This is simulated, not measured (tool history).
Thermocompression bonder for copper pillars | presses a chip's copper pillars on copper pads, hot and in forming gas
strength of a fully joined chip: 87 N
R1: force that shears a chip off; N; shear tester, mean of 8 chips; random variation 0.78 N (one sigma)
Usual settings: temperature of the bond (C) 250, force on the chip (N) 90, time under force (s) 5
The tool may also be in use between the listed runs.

run 1 day=0.000 | temperature_of_the_bond_(C)=250 force_on_the_chip_(N)=90 time_under_force_(s)=5 | R1=62.7
run 2 day=0.708 | temperature_of_the_bond_(C)=270 force_on_the_chip_(N)=90 time_under_force_(s)=5 | R1=68.6
run 3 day=1.342 | temperature_of_the_bond_(C)=250 force_on_the_chip_(N)=90 time_under_force_(s)=5 | R1=60.1
run 4 day=1.917 | temperature_of_the_bond_(C)=250 force_on_the_chip_(N)=90 time_under_force_(s)=5 | R1=61.3
run 5 day=2.508 | temperature_of_the_bond_(C)=250 force_on_the_chip_(N)=86 time_under_force_(s)=5 | R1=57.4
run 6 day=3.325 | temperature_of_the_bond_(C)=250 force_on_the_chip_(N)=86 time_under_force_(s)=5 | R1=59.4
run 7 day=3.675 | temperature_of_the_bond_(C)=250 force_on_the_chip_(N)=86 time_under_force_(s)=5 | R1=58.1
run 8 day=4.321 | temperature_of_the_bond_(C)=221 force_on_the_chip_(N)=90 time_under_force_(s)=5 | R1=43.3
run 9 day=4.821 | temperature_of_the_bond_(C)=221 force_on_the_chip_(N)=90 time_under_force_(s)=5 | R1=43.0
run 10 day=5.462 | temperature_of_the_bond_(C)=221 force_on_the_chip_(N)=90 time_under_force_(s)=5 | R1=41.9
run 11 day=6.229 | temperature_of_the_bond_(C)=221 force_on_the_chip_(N)=90 time_under_force_(s)=5 | R1=41.6
run 12 day=6.867 | temperature_of_the_bond_(C)=250 force_on_the_chip_(N)=96 time_under_force_(s)=5 | R1=60.9
run 13 day=7.388 | temperature_of_the_bond_(C)=250 force_on_the_chip_(N)=96 time_under_force_(s)=5 | R1=58.1
run 14 day=8.029 | temperature_of_the_bond_(C)=250 force_on_the_chip_(N)=96 time_under_force_(s)=5 | R1=59.3
run 15 day=8.842 | temperature_of_the_bond_(C)=250 force_on_the_chip_(N)=90 time_under_force_(s)=5 | R1=56.0
run 16 day=9.575 | temperature_of_the_bond_(C)=250 force_on_the_chip_(N)=90 time_under_force_(s)=4 | R1=52.5
run 17 day=10.275 | temperature_of_the_bond_(C)=277 force_on_the_chip_(N)=90 time_under_force_(s)=5 | R1=74.2
run 18 day=10.754 | temperature_of_the_bond_(C)=277 force_on_the_chip_(N)=90 time_under_force_(s)=5 | R1=73.0
run 19 day=11.171 | temperature_of_the_bond_(C)=277 force_on_the_chip_(N)=90 time_under_force_(s)=5 | R1=72.8
run 20 day=11.933 | temperature_of_the_bond_(C)=277 force_on_the_chip_(N)=57 time_under_force_(s)=5 | R1=63.0
run 21 day=12.400 | temperature_of_the_bond_(C)=277 force_on_the_chip_(N)=57 time_under_force_(s)=5 | R1=63.2
run 22 day=12.958 | temperature_of_the_bond_(C)=249 force_on_the_chip_(N)=54 time_under_force_(s)=5 | R1=47.8
run 23 day=13.738 | temperature_of_the_bond_(C)=230 force_on_the_chip_(N)=90 time_under_force_(s)=5 | R1=49.5
run 24 day=14.217 | temperature_of_the_bond_(C)=250 force_on_the_chip_(N)=90 time_under_force_(s)=9 | R1=67.1
run 25 day=14.783 | temperature_of_the_bond_(C)=250 force_on_the_chip_(N)=90 time_under_force_(s)=9 | R1=67.9
run 26 day=15.562 | temperature_of_the_bond_(C)=250 force_on_the_chip_(N)=90 time_under_force_(s)=9 | R1=67.8
run 27 day=16.121 | temperature_of_the_bond_(C)=245 force_on_the_chip_(N)=116 time_under_force_(s)=9 | R1=70.2
run 28 day=16.671 | temperature_of_the_bond_(C)=239 force_on_the_chip_(N)=71 time_under_force_(s)=7 | R1=51.7
run 29 day=17.408 | temperature_of_the_bond_(C)=239 force_on_the_chip_(N)=71 time_under_force_(s)=7 | R1=51.3
run 30 day=18.138 | temperature_of_the_bond_(C)=239 force_on_the_chip_(N)=71 time_under_force_(s)=7 | R1=52.6
run 31 day=18.700 | temperature_of_the_bond_(C)=259 force_on_the_chip_(N)=125 time_under_force_(s)=7 | R1=70.4
run 32 day=19.517 | temperature_of_the_bond_(C)=250 force_on_the_chip_(N)=90 time_under_force_(s)=7 | R1=60.4
run 33 day=20.042 | temperature_of_the_bond_(C)=270 force_on_the_chip_(N)=129 time_under_force_(s)=4 | R1=68.7
run 34 day=20.738 | temperature_of_the_bond_(C)=250 force_on_the_chip_(N)=117 time_under_force_(s)=5 | R1=67.8
run 35 day=21.242 | temperature_of_the_bond_(C)=250 force_on_the_chip_(N)=117 time_under_force_(s)=5 | R1=69.0
run 36 day=22.008 | temperature_of_the_bond_(C)=223 force_on_the_chip_(N)=117 time_under_force_(s)=5 | R1=52.8
run 37 day=22.517 | temperature_of_the_bond_(C)=260 force_on_the_chip_(N)=90 time_under_force_(s)=5 | R1=66.4
run 38 day=23.067 | temperature_of_the_bond_(C)=244 force_on_the_chip_(N)=65 time_under_force_(s)=5 | R1=48.7
run 39 day=23.721 | temperature_of_the_bond_(C)=257 force_on_the_chip_(N)=95 time_under_force_(s)=5 | R1=65.0

Taken out of this log: 2 entries between the listed runs. Where each belongs, and how the hidden state differs across it:
Between runs 16 and 17: forming gas filter changed (day 9.633)
  oxide that the forming gas leaves, % of the face: 10.7 -> 1.32
  measured less the result without the state, R1: -3.9 -> +0.9 N
Between runs 33 and 34: forming gas filter changed (day 20.233)
  oxide that the forming gas leaves, % of the face: 10.64 -> 1.11
  measured less the result without the state, R1: -6.1 -> +1.9 N
